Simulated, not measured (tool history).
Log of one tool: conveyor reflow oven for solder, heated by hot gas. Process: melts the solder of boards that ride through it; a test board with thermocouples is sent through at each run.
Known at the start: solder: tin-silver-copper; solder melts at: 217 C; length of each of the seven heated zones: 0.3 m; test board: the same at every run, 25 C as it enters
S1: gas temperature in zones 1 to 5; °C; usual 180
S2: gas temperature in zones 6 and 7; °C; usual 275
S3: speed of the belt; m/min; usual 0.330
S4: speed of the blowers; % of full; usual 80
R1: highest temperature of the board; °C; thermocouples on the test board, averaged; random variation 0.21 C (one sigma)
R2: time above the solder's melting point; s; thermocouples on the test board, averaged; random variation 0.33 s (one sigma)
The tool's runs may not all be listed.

run   hour   S1   S2     S3  S4     R1     R2
  1    0.0  180  275  0.330  80  266.7   99.7
  2   20.6  180  275  0.330  80  267.1  100.0
  3   49.4  180  264  0.330  80  256.3   93.2
  4   73.6  180  275  0.330  80  266.6  100.1
  5  101.5  166  275  0.330  80  265.0   93.1
  6  117.3  166  275  0.330  80  264.9   93.4
  7  149.6  166  275  0.330  80  265.0   92.6
  8  167.9  166  275  0.330  80  264.5   93.5
  9  182.6  166  275  0.330  80  264.8   92.9
 10  208.4  166  275  0.330  80  265.0   93.4
 11  227.3  166  275  0.330  80  264.7   92.3
 12  249.7  166  275  0.330  80  264.9   92.8
 13  268.7  183  275  0.330  80  266.2  101.7
 14  297.6  183  275  0.330  80  266.0  101.6
 15  311.2  183  275  0.330  80  266.0  100.9
 16  336.6  183  275  0.330  80  266.1  101.4
 17  360.7  190  267  0.330  80  258.6  100.3
 18  391.9  190  269  0.330  80  260.5  101.8
 19  413.4  185  275  0.330  80  266.5  102.6
 20  448.1  185  275  0.330  80  266.7  103.1
 21  471.9  185  275  0.330  77  266.2  102.4
 22  501.3  189  278  0.330  89  270.8  106.9
 23  522.9  180  270  0.275  52  262.2  117.9
 24  539.3  180  275  0.370  80  265.2   88.5
 25  558.7  190  275  0.370  87  267.1   94.2
 26  590.4  190  275  0.370  87  267.2   93.8
 27  620.5  167  275  0.330  89  267.8   96.2
 28  646.6  180  288  0.330  54  274.9  105.5
 29  677.7  181  271  0.306  64  262.8  106.7
 30  694.6  192  289  0.330  68  280.0  113.1

Taken out of this log: 2 entries between the listed runs. Where each belongs, and how the hidden state differs across it:
Between runs 19 and 20: flux residue cleaned out of gas plates and filters (hour 446.4)
  heat that the gas passes to the board, % of a clean oven's: 92.3 -> 99.8; belt's true speed, % of the reading: 98.2 -> 98.17; true gas temperature in zones 6 and 7 over the reading, C: -1.77 -> -1.82
  measured less the result without the state, R1: -2.4 -> -1.5 °C; R2: +0.5 -> +1.2 s
Between runs 22 and 23: thermocouples of zones 6 and 7 changed (hour 514.9)
  heat that the gas passes to the board, % of a clean oven's: 99.1 -> 98.8; belt's true speed, % of the reading: 98.1 -> 98.08; true gas temperature in zones 6 and 7 over the reading, C: -1.92 -> -0.21
  measured less the result without the state, R1: -1.7 -> +0.1 °C; R2: +1.3 -> +2.4 s

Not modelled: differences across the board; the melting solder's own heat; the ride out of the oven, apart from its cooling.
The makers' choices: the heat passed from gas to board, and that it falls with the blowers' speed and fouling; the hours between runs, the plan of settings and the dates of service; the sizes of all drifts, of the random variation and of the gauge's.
